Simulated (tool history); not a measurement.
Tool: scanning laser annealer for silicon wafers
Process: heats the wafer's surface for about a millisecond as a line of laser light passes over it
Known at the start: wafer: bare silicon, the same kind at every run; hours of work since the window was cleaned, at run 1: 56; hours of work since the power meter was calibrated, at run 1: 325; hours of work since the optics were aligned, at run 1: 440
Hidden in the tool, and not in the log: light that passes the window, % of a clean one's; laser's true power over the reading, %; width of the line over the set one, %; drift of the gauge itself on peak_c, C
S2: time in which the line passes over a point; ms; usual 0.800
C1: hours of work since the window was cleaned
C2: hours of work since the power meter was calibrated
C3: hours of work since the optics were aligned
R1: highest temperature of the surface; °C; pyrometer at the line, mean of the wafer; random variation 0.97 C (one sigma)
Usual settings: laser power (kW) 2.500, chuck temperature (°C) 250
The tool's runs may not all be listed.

run 1 hour=0.0 | laser_power_(kW)=2.500 S2=0.800 chuck_temperature_(°C)=250 | C1=56 C2=325 C3=440 | R1=984.1
run 2 hour=23.0 | laser_power_(kW)=2.500 S2=0.984 chuck_temperature_(°C)=250 | C1=66 C2=335 C3=450 | R1=1076.1
run 3 hour=49.1 | laser_power_(kW)=2.500 S2=0.984 chuck_temperature_(°C)=250 | C1=78 C2=346 C3=462 | R1=1074.5
run 4 hour=68.2 | laser_power_(kW)=2.500 S2=0.984 chuck_temperature_(°C)=250 | C1=86 C2=354 C3=470 | R1=1074.2
run 5 hour=95.6 | laser_power_(kW)=2.500 S2=0.984 chuck_temperature_(°C)=250 | C1=98 C2=366 C3=482 | R1=1072.5
run 6 hour=125.2 | laser_power_(kW)=2.500 S2=0.800 chuck_temperature_(°C)=250 | C1=111 C2=379 C3=495 | R1=982.1
run 7 hour=141.6 | laser_power_(kW)=2.500 S2=0.800 chuck_temperature_(°C)=222 | C1=118 C2=386 C3=502 | R1=954.5
run 8 hour=169.4 | laser_power_(kW)=2.500 S2=0.635 chuck_temperature_(°C)=250 | C1=130 C2=399 C3=514 | R1=890.2
run 9 hour=187.6 | laser_power_(kW)=2.500 S2=0.800 chuck_temperature_(°C)=211 | C1=138 C2=406 C3=522 | R1=942.1
-- hour=194.7 optics aligned, line set to its width
run 10 hour=208.8 | laser_power_(kW)=2.500 S2=0.800 chuck_temperature_(°C)=211 | C1=145 C2=414 C3=6 | R1=939.1
run 11 hour=240.0 | laser_power_(kW)=2.500 S2=0.800 chuck_temperature_(°C)=250 | C1=159 C2=427 C3=20 | R1=979.8
run 12 hour=263.1 | laser_power_(kW)=2.179 S2=0.800 chuck_temperature_(°C)=250 | C1=169 C2=437 C3=30 | R1=886.7
run 13 hour=294.0 | laser_power_(kW)=2.384 S2=0.739 chuck_temperature_(°C)=214 | C1=182 C2=451 C3=43 | R1=879.1
-- hour=303.7 optics aligned, line set to its width, once more
run 14 hour=330.6 | laser_power_(kW)=2.384 S2=0.739 chuck_temperature_(°C)=214 | C1=196 C2=464 C3=12 | R1=885.5
run 15 hour=347.3 | laser_power_(kW)=2.384 S2=0.854 chuck_temperature_(°C)=214 | C1=203 C2=472 C3=19 | R1=939.3
run 16 hour=363.7 | laser_power_(kW)=2.673 S2=0.854 chuck_temperature_(°C)=260 | C1=211 C2=479 C3=26 | R1=1073.6
run 17 hour=378.9 | laser_power_(kW)=2.673 S2=0.600 chuck_temperature_(°C)=272 | C1=217 C2=486 C3=33 | R1=936.0
run 18 hour=402.4 | laser_power_(kW)=2.516 S2=0.616 chuck_temperature_(°C)=254 | C1=227 C2=496 C3=43 | R1=890.6
run 19 hour=426.2 | laser_power_(kW)=2.516 S2=0.616 chuck_temperature_(°C)=254 | C1=238 C2=506 C3=53 | R1=889.8
run 20 hour=446.9 | laser_power_(kW)=2.516 S2=0.616 chuck_temperature_(°C)=254 | C1=247 C2=515 C3=62 | R1=889.7
run 21 hour=466.1 | laser_power_(kW)=2.745 S2=0.589 chuck_temperature_(°C)=239 | C1=255 C2=524 C3=71 | R1=912.2
run 22 hour=491.2 | laser_power_(kW)=2.145 S2=0.800 chuck_temperature_(°C)=228 | C1=266 C2=535 C3=82 | R1=856.3
run 23 hour=518.5 | laser_power_(kW)=2.145 S2=0.800 chuck_temperature_(°C)=228 | C1=278 C2=546 C3=94 | R1=857.2

3 ways to go on from here, each from the tool as it stands after run 23. What would each give?
run A hour=551.5 | laser_power_(kW)=2.635 S2=0.897 chuck_temperature_(°C)=215 | C1=293 C2=561 C3=108 | R1=?
run B hour=551.5 | laser_power_(kW)=2.749 S2=0.818 chuck_temperature_(°C)=271 | C1=293 C2=561 C3=108 | R1=?
run C hour=551.5 | laser_power_(kW)=2.532 S2=0.800 chuck_temperature_(°C)=238 | C1=293 C2=561 C3=108 | R1=?

run=A R1=1037.3
run=B R1=1084.1
run=C R1=977.7
Without the tool's hidden state the same runs would have given:
run=A R1=1048.1
run=B R1=1094.8
run=C R1=987.4

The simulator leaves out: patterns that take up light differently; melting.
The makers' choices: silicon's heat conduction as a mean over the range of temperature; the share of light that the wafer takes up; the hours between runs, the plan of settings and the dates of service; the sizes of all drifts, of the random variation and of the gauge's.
